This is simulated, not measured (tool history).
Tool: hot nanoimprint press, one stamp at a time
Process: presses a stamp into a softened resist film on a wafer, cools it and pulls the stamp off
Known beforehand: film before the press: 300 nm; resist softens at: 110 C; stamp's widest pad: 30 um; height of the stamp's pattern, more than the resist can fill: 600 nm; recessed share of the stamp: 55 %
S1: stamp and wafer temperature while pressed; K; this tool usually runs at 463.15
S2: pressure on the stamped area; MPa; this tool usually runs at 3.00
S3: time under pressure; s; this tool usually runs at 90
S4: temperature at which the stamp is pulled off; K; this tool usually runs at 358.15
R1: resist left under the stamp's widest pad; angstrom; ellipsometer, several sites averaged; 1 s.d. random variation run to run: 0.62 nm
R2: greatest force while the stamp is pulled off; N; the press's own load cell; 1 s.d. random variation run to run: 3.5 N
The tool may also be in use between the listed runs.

run	hour	S1	S2	S3	S4	R1	R2
1	0.0	463.15	3.00	90	358.15	1096	170
2	17.8	463.15	3.00	90	354.15	1091	184
3	33.2	463.15	3.00	90	364.15	1098	155
4	56.6	463.15	3.00	90	364.15	1087	153
5	84.9	463.15	3.00	90	364.15	1086	158
6	107.9	463.15	3.00	90	351.15	1097	191
7	123.3	460.15	3.00	90	358.15	1184	166
8	136.8	460.15	3.00	90	358.15	1189	171
9	151.6	463.15	3.00	46	358.15	1378	169
10	172.4	474.15	3.00	46	358.15	1028	168
11	190.6	474.15	3.00	46	358.15	1034	174
12	218.0	463.15	3.00	90	358.15	1085	170
13	244.4	463.15	3.00	50	358.15	1340	169
14	262.8	463.15	3.00	50	358.15	1340	166
15	289.1	463.15	3.00	50	358.15	1351	165
16	316.1	473.15	3.00	68	358.15	909	167
17	332.3	473.15	3.00	68	358.15	891	168
18	364.6	473.15	4.18	68	363.15	753	148
19	380.8	456.15	4.18	68	363.15	1240	161
20	407.7	456.15	4.18	68	363.15	1238	153
21	436.7	456.15	4.18	68	363.15	1247	154
22	461.0	472.15	1.83	90	358.15	1076	168
23	475.7	463.15	3.00	118	358.15	969	170
24	495.1	465.15	4.80	118	358.15	702	173
25	507.5	465.15	4.80	118	358.15	707	167
26	531.0	465.15	4.80	118	358.15	698	169
27	550.2	465.15	2.03	153	358.15	1002	169
28	568.0	467.15	2.74	123	358.15	874	169
29	591.5	463.15	3.00	149	362.15	880	151

The log once held 2 entries between its listed runs, left out of this copy. Where does each go, and what is different about the tool's unlogged condition between the listed run before it and the listed run after it?
Run 12 -> run 13: stamp cleaned and given a new release coat (hour 240.3)
  grip of the stamp's worn release coat, % over a new coat's: 1.4 -> 0; drift of the gauge itself on residual_nm, %: -0.98 -> -1.07
  measured result minus the result with no hidden state, R1: -11 -> -15 angstrom
Run 17 -> run 18: plate thermocouple calibrated (hour 350.9)
  true temperature over the reading, C: 0.05 -> 0; drift of the gauge itself on residual_nm, %: -1.46 -> -1.59
  measured result minus the result with no hidden state, R1: -14 -> -11 angstrom

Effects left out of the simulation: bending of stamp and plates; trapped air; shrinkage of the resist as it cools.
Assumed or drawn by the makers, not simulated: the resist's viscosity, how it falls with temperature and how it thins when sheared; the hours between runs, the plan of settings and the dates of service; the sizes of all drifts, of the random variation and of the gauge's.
